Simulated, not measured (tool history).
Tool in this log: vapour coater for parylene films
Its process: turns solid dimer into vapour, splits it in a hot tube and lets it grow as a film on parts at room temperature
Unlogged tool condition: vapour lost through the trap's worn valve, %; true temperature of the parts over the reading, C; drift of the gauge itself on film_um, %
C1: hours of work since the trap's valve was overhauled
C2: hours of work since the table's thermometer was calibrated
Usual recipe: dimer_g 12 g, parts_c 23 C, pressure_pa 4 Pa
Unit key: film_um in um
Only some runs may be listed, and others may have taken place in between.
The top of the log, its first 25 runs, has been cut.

{"run": 26, "hour": 893.3, "dimer_g": 7, "parts_c": 28, "pressure_pa": 4.65, "C1": 133, "C2": 1617, "film_um": 1.08}
{"run": 27, "hour": 927.2, "dimer_g": 21, "parts_c": 22, "pressure_pa": 3.52, "C1": 155, "C2": 1639, "film_um": 3.96}
{"run": 28, "hour": 953.7, "dimer_g": 6, "parts_c": 19, "pressure_pa": 3.07, "C1": 172, "C2": 1656, "film_um": 1.21}
{"run": 29, "hour": 998.2, "dimer_g": 15, "parts_c": 23, "pressure_pa": 4.58, "C1": 200, "C2": 1684, "film_um": 2.59}
{"run": 30, "hour": 1033.9, "dimer_g": 15, "parts_c": 23, "pressure_pa": 4.58, "C1": 223, "C2": 1707, "film_um": 2.61}
{"run": 31, "hour": 1056.0, "dimer_g": 7, "parts_c": 25, "pressure_pa": 3.88, "C1": 237, "C2": 1721, "film_um": 1.14}
{"run": 32, "hour": 1097.3, "dimer_g": 7, "parts_c": 25, "pressure_pa": 3.88, "C1": 264, "C2": 1747, "film_um": 1.16}
{"run": 33, "hour": 1135.8, "dimer_g": 7, "parts_c": 25, "pressure_pa": 3.88, "C1": 288, "C2": 1772, "film_um": 1.17}
{"run": 34, "hour": 1164.6, "dimer_g": 12, "parts_c": 23, "pressure_pa": 3.69, "C1": 306, "C2": 1790, "film_um": 2.08}
{"run": 35, "hour": 1211.6, "dimer_g": 13, "parts_c": 17, "pressure_pa": 3.08, "C1": 336, "C2": 1820, "film_um": 2.63}
{"run": 36, "hour": 1245.6, "dimer_g": 12, "parts_c": 19, "pressure_pa": 4.8, "C1": 358, "C2": 1842, "film_um": 2.27}
{"hour": 1249.4, "done": "table's thermometer calibrated"}
{"run": 37, "hour": 1269.6, "dimer_g": 8, "parts_c": 27, "pressure_pa": 2.71, "C1": 373, "C2": 13, "film_um": 1.28}
{"run": 38, "hour": 1302.0, "dimer_g": 8, "parts_c": 27, "pressure_pa": 2.71, "C1": 393, "C2": 34, "film_um": 1.2}
{"run": 39, "hour": 1338.0, "dimer_g": 12, "parts_c": 30, "pressure_pa": 4, "C1": 416, "C2": 56, "film_um": 1.75}
{"run": 40, "hour": 1365.8, "dimer_g": 8, "parts_c": 22, "pressure_pa": 2.09, "C1": 434, "C2": 74, "film_um": 1.46}
{"run": 41, "hour": 1396.9, "dimer_g": 6, "parts_c": 18, "pressure_pa": 12, "C1": 454, "C2": 94, "film_um": 1.07}
{"run": 42, "hour": 1428.4, "dimer_g": 6, "parts_c": 18, "pressure_pa": 12, "C1": 474, "C2": 114, "film_um": 1.1}
{"run": 43, "hour": 1469.7, "dimer_g": 6, "parts_c": 18, "pressure_pa": 12, "C1": 501, "C2": 141, "film_um": 1.09}
{"run": 44, "hour": 1498.5, "dimer_g": 12, "parts_c": 23, "pressure_pa": 5.09, "C1": 519, "C2": 159, "film_um": 1.91}
{"run": 45, "hour": 1524.4, "dimer_g": 12, "parts_c": 17, "pressure_pa": 9.91, "C1": 535, "C2": 175, "film_um": 2.27}
{"hour": 1534.5, "done": "trap's valve overhauled"}
{"run": 46, "hour": 1549.7, "dimer_g": 12, "parts_c": 17, "pressure_pa": 9.91, "C1": 10, "C2": 189, "film_um": 2.6}

Below are 5 alternative next runs, each starting from the tool's condition after run 46. Predict each:
{"run": "A", "hour": 1581.3, "dimer_g": 19, "parts_c": 23, "pressure_pa": 8.9, "C1": 30, "C2": 209, "film_um": "?"}
{"run": "B", "hour": 1581.3, "dimer_g": 12, "parts_c": 34, "pressure_pa": 6.72, "C1": 30, "C2": 209, "film_um": "?"}
{"run": "C", "hour": 1581.3, "dimer_g": 12, "parts_c": 21, "pressure_pa": 4, "C1": 30, "C2": 209, "film_um": "?"}
{"run": "D", "hour": 1581.3, "dimer_g": 22, "parts_c": 23, "pressure_pa": 9.91, "C1": 30, "C2": 209, "film_um": "?"}
{"run": "E", "hour": 1581.3, "dimer_g": 12, "parts_c": 21, "pressure_pa": 8.46, "C1": 30, "C2": 209, "film_um": "?"}

run=A film_um=3.46
run=B film_um=1.62
run=C film_um=2.45
run=D film_um=4
run=E film_um=2.34
What these runs would have given with no unlogged condition in the tool:
run=A film_um=3.5
run=B film_um=1.64
run=C film_um=2.48
run=D film_um=4.05
run=E film_um=2.37
